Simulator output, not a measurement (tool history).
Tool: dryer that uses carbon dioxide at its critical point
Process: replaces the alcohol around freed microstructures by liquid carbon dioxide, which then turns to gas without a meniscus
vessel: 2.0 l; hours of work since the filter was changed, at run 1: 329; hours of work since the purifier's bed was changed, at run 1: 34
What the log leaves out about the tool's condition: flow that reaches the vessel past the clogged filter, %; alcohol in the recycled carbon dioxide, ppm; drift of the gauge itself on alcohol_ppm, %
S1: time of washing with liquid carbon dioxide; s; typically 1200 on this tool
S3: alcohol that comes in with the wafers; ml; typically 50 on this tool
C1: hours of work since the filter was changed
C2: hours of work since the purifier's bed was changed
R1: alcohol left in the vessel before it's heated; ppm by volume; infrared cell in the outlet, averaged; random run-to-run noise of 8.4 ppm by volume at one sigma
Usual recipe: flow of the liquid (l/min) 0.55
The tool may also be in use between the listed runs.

Run 1, hour 0: usual settings; C1 329; C2 34. Result: R1 657 ppm by volume.
Run 2, hour 9.1: usual settings; C1 333; C2 37. Result: R1 655 ppm by volume.
Run 3, hour 13.4: usual settings; C1 334; C2 39. Result: R1 649 ppm by volume.
Run 4, hour 23.2: usual settings; C1 338; C2 43. Result: R1 664 ppm by volume.
Run 5, hour 33.4: usual settings but S1 1380 s; C1 342; C2 46. Result: R1 374 ppm by volume.
Run 6, hour 40.7: usual settings; C1 344; C2 49. Result: R1 657 ppm by volume.
Run 7, hour 46.3: usual settings; C1 347; C2 51. Result: R1 659 ppm by volume.
Run 8, hour 50.4: usual settings but S1 900 s; C1 348; C2 53. Result: R1 1642 ppm by volume.
Run 9, hour 55.6: usual settings but S1 900 s; C1 350; C2 55. Result: R1 1646 ppm by volume.
Run 10, hour 59.7: usual settings but S1 900 s; C1 352; C2 56. Result: R1 1655 ppm by volume.
Run 11, hour 65: usual settings but S1 900 s, S3 97 ml; C1 354; C2 58. Result: R1 3153 ppm by volume.
Run 12, hour 69.7: usual settings but S1 900 s, S3 97 ml; C1 355; C2 60. Result: R1 3154 ppm by volume.
Run 13, hour 76.8: usual settings but S1 1560 s, flow of the liquid (l/min) 0.407, S3 72 ml; C1 358; C2 63. Result: R1 1055 ppm by volume.
Run 14, hour 84: usual settings but S3 31 ml; C1 361; C2 66. Result: R1 444 ppm by volume.
Run 15, hour 91.5: usual settings but S1 720 s, flow of the liquid (l/min) 0.644, S3 41 ml; C1 364; C2 68. Result: R1 1586 ppm by volume.
Run 16, hour 98.6: usual settings but flow of the liquid (l/min) 0.931, S3 114 ml; C1 366; C2 71. Result: R1 161 ppm by volume.
Run 17, hour 103.4: usual settings but flow of the liquid (l/min) 0.931, S3 114 ml; C1 368; C2 73. Result: R1 177 ppm by volume.
Run 18, hour 112.8: usual settings but flow of the liquid (l/min) 0.451; C1 372; C2 76. Result: R1 1284 ppm by volume.
Run 19, hour 120.1: usual settings but flow of the liquid (l/min) 0.396; C1 374; C2 79. Result: R1 1789 ppm by volume.
Run 20, hour 129: usual settings but flow of the liquid (l/min) 0.396; C1 378; C2 83. Result: R1 1836 ppm by volume.

Predict each of these 5 candidate next runs independently; none follows another, all start after run 20:
Run A, hour 137.3: usual settings but S3 94 ml; C1 381; C2 86. Result: R1 ?.
Run B, hour 137.3: usual settings but flow of the liquid (l/min) 0.41, S3 63 ml; C1 381; C2 86. Result: R1 ?.
Run C, hour 137.3: usual settings but S1 1020 s, S3 47 ml; C1 381; C2 86. Result: R1 ?.
Run D, hour 137.3: usual settings but S3 76 ml; C1 381; C2 86. Result: R1 ?.
Run E, hour 137.3: usual settings but S1 960 s, S3 42 ml; C1 381; C2 86. Result: R1 ?.

run    R1
  A  1317
  B  2106
  C  1082
  D  1050
  E  1170
Stripped of hidden state, with their random variation kept, the same runs would have yielded:
run    R1
  A   866
  B  1539
  C   751
  D   689
  E   829
